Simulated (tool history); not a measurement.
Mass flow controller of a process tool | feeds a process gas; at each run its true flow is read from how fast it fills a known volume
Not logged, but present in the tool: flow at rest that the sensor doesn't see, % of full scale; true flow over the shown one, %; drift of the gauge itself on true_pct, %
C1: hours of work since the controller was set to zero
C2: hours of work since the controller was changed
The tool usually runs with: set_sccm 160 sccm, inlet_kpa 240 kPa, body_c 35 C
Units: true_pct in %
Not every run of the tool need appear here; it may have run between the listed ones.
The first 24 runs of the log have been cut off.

Run 25, hour 7965.6: usual settings but set_sccm 31 sccm, body_c 25 C; C1 5260; C2 5260. Result: true_pct 97.45 %.
Run 26, hour 8201.9: usual settings but set_sccm 34 sccm, inlet_kpa 177 kPa, body_c 25 C; C1 5420; C2 5420. Result: true_pct 97.63 %.
Run 27, hour 8634.3: usual settings but set_sccm 34 sccm, inlet_kpa 218 kPa, body_c 25 C; C1 5714; C2 5714. Result: true_pct 97.46 %.
Run 28, hour 9022.0: usual settings but set_sccm 35 sccm, inlet_kpa 167 kPa, body_c 20 C; C1 5977; C2 5977. Result: true_pct 96.96 %.
Run 29, hour 9475.5: usual settings but set_sccm 74 sccm, body_c 20 C; C1 6285; C2 6285. Result: true_pct 97.47 %.
Run 30, hour 9888.7: usual settings but set_sccm 23 sccm, inlet_kpa 147 kPa, body_c 20 C; C1 6566; C2 6566. Result: true_pct 96.93 %.
At hour 10301.0: controller's zero set anew.
Run 31, hour 10321.0: usual settings but set_sccm 23 sccm, inlet_kpa 147 kPa, body_c 20 C; C1 14; C2 6859. Result: true_pct 96.89 %.
Run 32, hour 10734.7: usual settings but set_sccm 40 sccm, inlet_kpa 200 kPa, body_c 20 C; C1 295; C2 7140. Result: true_pct 97.08 %.
Run 33, hour 11090.1: usual settings but set_sccm 30 sccm, body_c 32 C; C1 536; C2 7381. Result: true_pct 98.20 %.
Run 34, hour 11389.3: usual settings but inlet_kpa 181 kPa, body_c 20 C; C1 739; C2 7584. Result: true_pct 98.75 %.
At hour 11597.7: controller exchanged for a calibrated one.
Run 35, hour 11807.2: usual settings but inlet_kpa 181 kPa, body_c 20 C; C1 142; C2 142. Result: true_pct 98.81 %.
Run 36, hour 12228.2: usual settings but set_sccm 92 sccm, body_c 25 C; C1 428; C2 428. Result: true_pct 98.38 %.
Run 37, hour 12538.3: usual settings but set_sccm 92 sccm, body_c 25 C; C1 639; C2 639. Result: true_pct 98.32 %.
Run 38, hour 12852.8: usual settings but set_sccm 44 sccm, inlet_kpa 145 kPa, body_c 27 C; C1 852; C2 852. Result: true_pct 97.98 %.
Run 39, hour 13077.3: usual settings but set_sccm 44 sccm, inlet_kpa 197 kPa, body_c 27 C; C1 1005; C2 1005. Result: true_pct 97.88 %.
Run 40, hour 13299.2: usual settings but set_sccm 44 sccm, inlet_kpa 197 kPa, body_c 27 C; C1 1156; C2 1156. Result: true_pct 97.82 %.
Run 41, hour 13530.5: usual settings but set_sccm 99 sccm, inlet_kpa 163 kPa, body_c 34 C; C1 1313; C2 1313. Result: true_pct 99.54 %.
Run 42, hour 14009.8: usual settings but set_sccm 29 sccm; C1 1638; C2 1638. Result: true_pct 98.39 %.
Run 43, hour 14472.6: usual settings but set_sccm 29 sccm; C1 1952; C2 1952. Result: true_pct 98.47 %.
Run 44, hour 14725.1: usual settings but set_sccm 29 sccm; C1 2124; C2 2124. Result: true_pct 98.40 %.
Run 45, hour 15081.9: usual settings but set_sccm 29 sccm; C1 2366; C2 2366. Result: true_pct 98.49 %.
Run 46, hour 15341.1: usual settings but set_sccm 166 sccm, body_c 25 C; C1 2542; C2 2542. Result: true_pct 99.21 %.
Run 47, hour 15723.6: usual settings but set_sccm 95 sccm, inlet_kpa 267 kPa, body_c 21 C; C1 2802; C2 2802. Result: true_pct 97.86 %.

What if the next run were any one of these 4? Each begins from the tool's condition after run 47:
Run A, hour 16051.4: usual settings but set_sccm 95 sccm, inlet_kpa 172 kPa, body_c 21 C; C1 3025; C2 3025. Result: true_pct ?.
Run B, hour 16051.4: usual settings but set_sccm 44 sccm, inlet_kpa 151 kPa, body_c 23 C; C1 3025; C2 3025. Result: true_pct ?.
Run C, hour 16051.4: usual settings but set_sccm 95 sccm, inlet_kpa 267 kPa, body_c 32 C; C1 3025; C2 3025. Result: true_pct ?.
Run D, hour 16051.4: usual settings but set_sccm 55 sccm, inlet_kpa 267 kPa, body_c 21 C; C1 3025; C2 3025. Result: true_pct ?.

run  true_pct
  A     97.98
  B     97.45
  C     99.00
  D     97.29
What these runs would have given with no unlogged condition in the tool:
run  true_pct
  A     97.97
  B     97.44
  C     98.99
  D     97.27
